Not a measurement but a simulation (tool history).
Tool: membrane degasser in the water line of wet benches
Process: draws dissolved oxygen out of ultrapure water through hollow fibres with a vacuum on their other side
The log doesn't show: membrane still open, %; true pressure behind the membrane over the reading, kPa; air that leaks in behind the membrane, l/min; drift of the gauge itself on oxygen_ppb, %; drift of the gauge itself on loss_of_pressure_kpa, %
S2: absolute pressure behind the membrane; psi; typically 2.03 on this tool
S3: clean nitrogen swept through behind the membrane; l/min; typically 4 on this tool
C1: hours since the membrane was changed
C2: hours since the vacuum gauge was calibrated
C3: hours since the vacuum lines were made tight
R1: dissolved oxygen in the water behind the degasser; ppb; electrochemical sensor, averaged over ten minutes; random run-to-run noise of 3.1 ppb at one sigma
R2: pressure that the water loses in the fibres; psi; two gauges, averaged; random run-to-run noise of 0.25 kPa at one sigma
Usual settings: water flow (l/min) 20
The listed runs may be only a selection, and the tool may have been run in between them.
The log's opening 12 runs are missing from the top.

run 13 hour=964.5 | water_flow_(l/min)=20 S2=2.03 S3=4 | C1=1157 C2=4492 C3=1688 | R1=306.3 R2=9.538
run 14 hour=1023 | water_flow_(l/min)=20 S2=2.03 S3=4 | C1=1216 C2=4551 C3=1746 | R1=305.6 R2=9.536
run 15 hour=1079.7 | water_flow_(l/min)=20 S2=2.03 S3=4 | C1=1272 C2=4608 C3=1803 | R1=303.8 R2=9.565
run 16 hour=1136.4 | water_flow_(l/min)=20 S2=2.03 S3=4 | C1=1329 C2=4664 C3=1860 | R1=307.5 R2=9.593
run 17 hour=1196.6 | water_flow_(l/min)=20 S2=2.09 S3=4.47 | C1=1389 C2=4724 C3=1920 | R1=297.4 R2=9.538
run 18 hour=1311.5 | water_flow_(l/min)=21 S2=4.35 S3=11.86 | C1=1504 C2=4839 C3=2035 | R1=308.3 R2=9.993
run 19 hour=1429.2 | water_flow_(l/min)=26 S2=4.35 S3=7.9 | C1=1622 C2=4957 C3=2153 | R1=473.6 R2=12.499
run 20 hour=1493.7 | water_flow_(l/min)=15 S2=3.77 S3=4 | C1=1686 C2=5021 C3=2217 | R1=307.4 R2=7.161
run 21 hour=1561 | water_flow_(l/min)=12 S2=2.03 S3=4.87 | C1=1754 C2=5089 C3=2284 | R1=135.7 R2=5.774
run 22 hour=1611.2 | water_flow_(l/min)=12 S2=2.03 S3=4.87 | C1=1804 C2=5139 C3=2335 | R1=135.9 R2=5.739
run 23 hour=1730.2 | water_flow_(l/min)=28 S2=4.76 S3=3.05 | C1=1923 C2=5258 C3=2454 | R1=878 R2=13.459
run 24 hour=1809.1 | water_flow_(l/min)=28 S2=2.05 S3=2.67 | C1=2002 C2=5337 C3=2533 | R1=544.2 R2=13.38
run 25 hour=1865.6 | water_flow_(l/min)=20 S2=2.03 S3=5.47 | C1=2058 C2=5393 C3=2589 | R1=272.1 R2=9.562
run 26 hour=1943.2 | water_flow_(l/min)=31 S2=3.09 S3=7.11 | C1=2136 C2=5471 C3=2667 | R1=522.9 R2=14.797
run 27 hour=2062.4 | water_flow_(l/min)=20 S2=2.12 S3=4 | C1=2255 C2=5590 C3=2786 | R1=313.6 R2=9.562
run 28 hour=2119.1 | water_flow_(l/min)=23 S2=1.29 S3=7.31 | C1=2312 C2=5647 C3=2843 | R1=267.6 R2=11.02
-- hour=2193.4 vacuum gauge calibrated
run 29 hour=2219.5 | water_flow_(l/min)=23 S2=1.29 S3=7.31 | C1=2412 C2=26 C3=2942 | R1=271.1 R2=11.005
run 30 hour=2336.7 | water_flow_(l/min)=16 S2=1.42 S3=9.89 | C1=2529 C2=143 C3=3060 | R1=149.5 R2=7.626
run 31 hour=2432.7 | water_flow_(l/min)=16 S2=1.42 S3=9.89 | C1=2625 C2=239 C3=3156 | R1=151.5 R2=7.662
run 32 hour=2553.8 | water_flow_(l/min)=16 S2=1.42 S3=9.89 | C1=2746 C2=360 C3=3277 | R1=150.5 R2=7.67

Forecast each of these 4 alternatives for the next run:
run A hour=2673.1 | water_flow_(l/min)=18 S2=2.03 S3=6.86 | C1=2865 C2=480 C3=3396 | R1=? R2=?
run B hour=2673.1 | water_flow_(l/min)=15 S2=3.87 S3=7.94 | C1=2865 C2=480 C3=3396 | R1=? R2=?
run C hour=2673.1 | water_flow_(l/min)=20 S2=1.45 S3=4 | C1=2865 C2=480 C3=3396 | R1=? R2=?
run D hour=2673.1 | water_flow_(l/min)=30 S2=1.42 S3=5.2 | C1=2865 C2=480 C3=3396 | R1=? R2=?

run=A R1=219 R2=8.659
run=B R1=220.4 R2=7.168
run=C R1=258.8 R2=9.522
run=D R1=419.4 R2=14.299
Take away the tool's hidden state, keep each run's random variation, and the runs would have read:
run=A R1=218.8 R2=8.656
run=B R1=220.2 R2=7.165
run=C R1=258.5 R2=9.517
run=D R1=419 R2=14.293

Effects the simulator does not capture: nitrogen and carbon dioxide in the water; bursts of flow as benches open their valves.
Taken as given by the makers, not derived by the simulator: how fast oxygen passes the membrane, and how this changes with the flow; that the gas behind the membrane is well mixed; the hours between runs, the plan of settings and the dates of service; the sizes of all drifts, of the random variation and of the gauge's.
